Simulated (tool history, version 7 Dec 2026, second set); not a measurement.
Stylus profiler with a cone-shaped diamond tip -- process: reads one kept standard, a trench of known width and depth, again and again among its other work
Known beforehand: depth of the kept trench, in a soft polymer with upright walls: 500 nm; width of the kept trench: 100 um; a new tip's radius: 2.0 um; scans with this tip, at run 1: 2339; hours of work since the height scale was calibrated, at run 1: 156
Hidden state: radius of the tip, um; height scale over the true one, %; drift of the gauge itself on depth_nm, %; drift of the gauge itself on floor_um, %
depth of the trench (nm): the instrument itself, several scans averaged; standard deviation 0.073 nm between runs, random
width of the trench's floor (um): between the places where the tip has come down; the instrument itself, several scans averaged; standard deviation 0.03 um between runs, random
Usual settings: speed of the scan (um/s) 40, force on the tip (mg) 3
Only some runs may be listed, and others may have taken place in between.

run	hour	speed of the scan (um/s)	force on the tip (mg)	scans with this tip	hours of work since the height scale was calibrated	depth of the trench (nm)	width of the trench's floor (um)
1	0	40	3	2339	156	504.96	96.68
2	7.9	40	1.02	2391	160	502.65	96.54
3	16.9	40	1.02	2451	164	502.58	96.47
4	24.3	40	1.02	2500	167	502.52	96.49
5	33.1	40	3	2559	171	504.9	96.57
6	43.4	40	3.17	2627	175	505.04	96.57
7	52.6	57	3.17	2688	179	505.17	96.46
8	63	57	3.17	2757	184	505.1	96.46
9	71.1	57	3.17	2812	188	505.16	96.44
10	80.6	57	3.17	2875	192	505.09	96.45
11	87.5	57	3.17	2921	195	505.22	96.42
12	95.2	40	3	2972	198	504.82	96.49
13	106.8	40	3	3049	204	504.97	96.4
14	118.9	40	3	3130	209	505.02	96.48
15	127.2	40	3	3185	213	505	96.47
# hour 128.9: height scale calibrated on a step standard
16	141	40	3	3273	5	505.05	96.4
17	154.8	40	3	3365	11	505.08	96.45
18	169.9	40	3	3465	18	505.2	96.38
19	177.2	16	1.31	3514	21	503.13	96.48
20	190.6	14	3.09	3603	27	505.15	96.52
# hour 195.5: height scale calibrated on a step standard, once more
21	201.5	11	3	3673	3	504.53	96.47
22	214.1	34	6.21	3756	8	507.38	96.35
23	222.9	124	3	3815	12	504.68	95.98
24	232.1	15	2.83	3876	16	504.36	96.42
25	239.9	115	4.81	3928	20	506.24	96.09
26	255.1	139	4.37	4029	26	505.97	96.1
27	263.2	15	7.42	4083	30	508.47	96.4
28	270	27	2.39	4128	33	503.9	96.31
29	279.3	27	4.93	4190	37	506.53	96.31
30	287.1	67	5.73	4242	41	507.05	96.18
31	295.8	43	2.03	4300	45	503.5	96.18
32	306.5	43	7.15	4371	49	508.23	96.21
33	312.8	43	7.15	4413	52	508.16	96.23

Branching from run 33: 3 alternative next runs. What would each branch give?
A	323	52	7.87	4481	57	?	?
B	323	26	1.22	4481	57	?	?
C	323	43	1.55	4481	57	?	?

run	depth of the trench (nm)	width of the trench's floor (um)
A	508.69	96.22
B	502.55	96.24
C	502.95	96.12
The same runs, with their run-to-run variation unchanged, on a tool lacking any hidden condition would have given:
run	depth of the trench (nm)	width of the trench's floor (um)
A	508.64	97.22
B	502.49	97.24
C	502.9	97.13
